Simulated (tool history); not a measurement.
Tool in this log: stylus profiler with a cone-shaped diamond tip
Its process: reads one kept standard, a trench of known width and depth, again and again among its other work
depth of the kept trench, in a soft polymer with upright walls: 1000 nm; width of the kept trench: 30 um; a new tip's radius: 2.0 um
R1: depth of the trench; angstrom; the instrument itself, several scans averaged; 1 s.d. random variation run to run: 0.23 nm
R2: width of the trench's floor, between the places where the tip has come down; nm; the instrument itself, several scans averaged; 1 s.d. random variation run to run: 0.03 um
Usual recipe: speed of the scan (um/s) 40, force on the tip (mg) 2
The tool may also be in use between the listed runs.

Run 1, hour 0: usual settings. Result: R1 10151 angstrom, R2 24020 nm.
Run 2, hour 77.2: usual settings. Result: R1 10152.3 angstrom, R2 23930 nm.
Run 3, hour 167.9: usual settings. Result: R1 10152 angstrom, R2 23880 nm.
Run 4, hour 271.7: usual settings. Result: R1 10158.8 angstrom, R2 23890 nm.
Run 5, hour 394.6: usual settings. Result: R1 10162.1 angstrom, R2 23810 nm.
Run 6, hour 480.9: usual settings. Result: R1 10163.5 angstrom, R2 23780 nm.
Run 7, hour 532.9: usual settings but force on the tip (mg) 2.09. Result: R1 10163.5 angstrom, R2 23760 nm.
Run 8, hour 616.5: usual settings but speed of the scan (um/s) 11, force on the tip (mg) 2.1. Result: R1 10165 angstrom, R2 23800 nm.

The next listed run, before its measurement:
Run 9, hour 738.9: usual settings but speed of the scan (um/s) 35, force on the tip (mg) 5.37. Result: R1 ?, R2 ?.

R1: 10261.3 angstrom
R2: 23700 nm
Minus the tool's unlogged condition, the same run would have read R1 10203.4 angstrom, R2 26500 nm.
